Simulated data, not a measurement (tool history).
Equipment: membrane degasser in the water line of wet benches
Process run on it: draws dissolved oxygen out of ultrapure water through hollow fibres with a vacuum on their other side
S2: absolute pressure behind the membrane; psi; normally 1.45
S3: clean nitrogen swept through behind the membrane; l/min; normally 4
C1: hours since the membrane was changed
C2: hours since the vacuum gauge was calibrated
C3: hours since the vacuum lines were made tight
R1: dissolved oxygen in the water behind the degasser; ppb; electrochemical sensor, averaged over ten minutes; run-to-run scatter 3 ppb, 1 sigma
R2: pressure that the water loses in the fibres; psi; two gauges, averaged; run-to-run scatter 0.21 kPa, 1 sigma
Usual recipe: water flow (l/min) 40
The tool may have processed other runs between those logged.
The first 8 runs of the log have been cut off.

Run 9, day 15.321: usual settings; C1 800; C2 3049; C3 7115. Result: R1 387.6 ppb, R2 8.686 psi.
Run 10, day 16.871: usual settings but S3 11.52 l/min; C1 837; C2 3086; C3 7152. Result: R1 299.2 ppb, R2 8.776 psi.
Run 11, day 18.362: usual settings but water flow (l/min) 31; C1 873; C2 3122; C3 7188. Result: R1 290 ppb, R2 6.749 psi.
Run 12, day 19.808: usual settings but S2 2.23 psi; C1 908; C2 3157; C3 7223. Result: R1 504 ppb, R2 8.76 psi.
Run 13, day 22.429: usual settings but water flow (l/min) 43; C1 971; C2 3220; C3 7286. Result: R1 413.9 ppb, R2 9.43 psi.
Run 14, day 25.2: usual settings; C1 1037; C2 3286; C3 7352. Result: R1 388.6 ppb, R2 8.696 psi.
Run 15, day 27.858: usual settings but S2 1.65 psi; C1 1101; C2 3350; C3 7416. Result: R1 421.8 ppb, R2 8.682 psi.
Run 16, day 29.496: usual settings but S2 1.65 psi; C1 1140; C2 3389; C3 7455. Result: R1 422.6 ppb, R2 8.625 psi.
Run 17, day 31.762: usual settings but S2 1.65 psi; C1 1195; C2 3444; C3 7510. Result: R1 418.6 ppb, R2 8.679 psi.
Run 18, day 34.267: usual settings but S2 1.22 psi; C1 1255; C2 3504; C3 7570. Result: R1 356.5 ppb, R2 8.656 psi.
Run 19, day 37.129: usual settings but S2 1.22 psi; C1 1323; C2 3572; C3 7638. Result: R1 355 ppb, R2 8.666 psi.
Run 20, day 40.038: usual settings but water flow (l/min) 45, S2 2.6 psi; C1 1393; C2 3642; C3 7708. Result: R1 618.6 ppb, R2 9.726 psi.
At day 41.379: gauge calibrated.
Run 21, day 42.875: usual settings but water flow (l/min) 52, S2 1.31 psi, S3 5.63 l/min; C1 1461; C2 3710; C3 7776. Result: R1 448 ppb, R2 11.406 psi.
Run 22, day 44.521: usual settings but water flow (l/min) 26, S2 3.44 psi, S3 2.89 l/min; C1 1501; C2 3750; C3 7816. Result: R1 528.9 ppb, R2 5.741 psi.
Run 23, day 47.192: usual settings but water flow (l/min) 26, S2 3.44 psi, S3 2.89 l/min; C1 1565; C2 3814; C3 7880. Result: R1 531.7 ppb, R2 5.659 psi.
Run 24, day 49.462: usual settings but water flow (l/min) 26, S2 3.44 psi, S3 2.89 l/min; C1 1619; C2 3868; C3 7934. Result: R1 534.4 ppb, R2 5.693 psi.
Run 25, day 51.233: usual settings but water flow (l/min) 26, S2 1.75 psi, S3 6.45 l/min; C1 1662; C2 3911; C3 7977. Result: R1 217.5 ppb, R2 5.645 psi.
Run 26, day 52.483: usual settings but water flow (l/min) 42, S2 2.57 psi; C1 1692; C2 3941; C3 8007. Result: R1 577 ppb, R2 9.161 psi.
Run 27, day 54.438: usual settings but water flow (l/min) 33, S2 2.16 psi; C1 1739; C2 3988; C3 8054. Result: R1 395.1 ppb, R2 7.192 psi.
Run 28, day 56.383: usual settings but water flow (l/min) 33, S2 2.16 psi, S3 4.09 l/min; C1 1785; C2 4035; C3 8101. Result: R1 398.5 ppb, R2 7.224 psi.
Run 29, day 58.042: usual settings but water flow (l/min) 46; C1 1825; C2 4074; C3 8140. Result: R1 456.7 ppb, R2 9.981 psi.
Run 30, day 60.608: usual settings but water flow (l/min) 46; C1 1887; C2 4136; C3 8202. Result: R1 451.9 ppb, R2 9.971 psi.
Run 31, day 62.725: usual settings but water flow (l/min) 46, S2 1.67 psi; C1 1938; C2 4187; C3 8253. Result: R1 492.5 ppb, R2 10.015 psi.
Run 32, day 65.25: usual settings but water flow (l/min) 35; C1 1998; C2 4247; C3 8313. Result: R1 335.1 ppb, R2 7.599 psi.
Run 33, day 66.854: usual settings but S2 2.19 psi, S3 2.28 l/min; C1 2037; C2 4286; C3 8352. Result: R1 659.7 ppb, R2 8.686 psi.

Each row is a separate what-if for the run after 33, all from the same tool condition, not one after another. Results?
Run A, day 68.538: usual settings but S2 1.55 psi; C1 2077; C2 4326; C3 8392. Result: R1 ?, R2 ?.
Run B, day 68.538: usual settings but S2 1.73 psi, S3 2.9 l/min; C1 2077; C2 4326; C3 8392. Result: R1 ?, R2 ?.
Run C, day 68.538: usual settings but S3 2 l/min; C1 2077; C2 4326; C3 8392. Result: R1 ?, R2 ?.

run     R1     R2
  A  400.5  8.692
  B  498.1  8.631
  C  522.8  8.686
Take away the tool's hidden state, keep each run's random variation, and the runs would have read:
run     R1     R2
  A  400.3  8.805
  B  497.8  8.744
  C  522.6  8.799
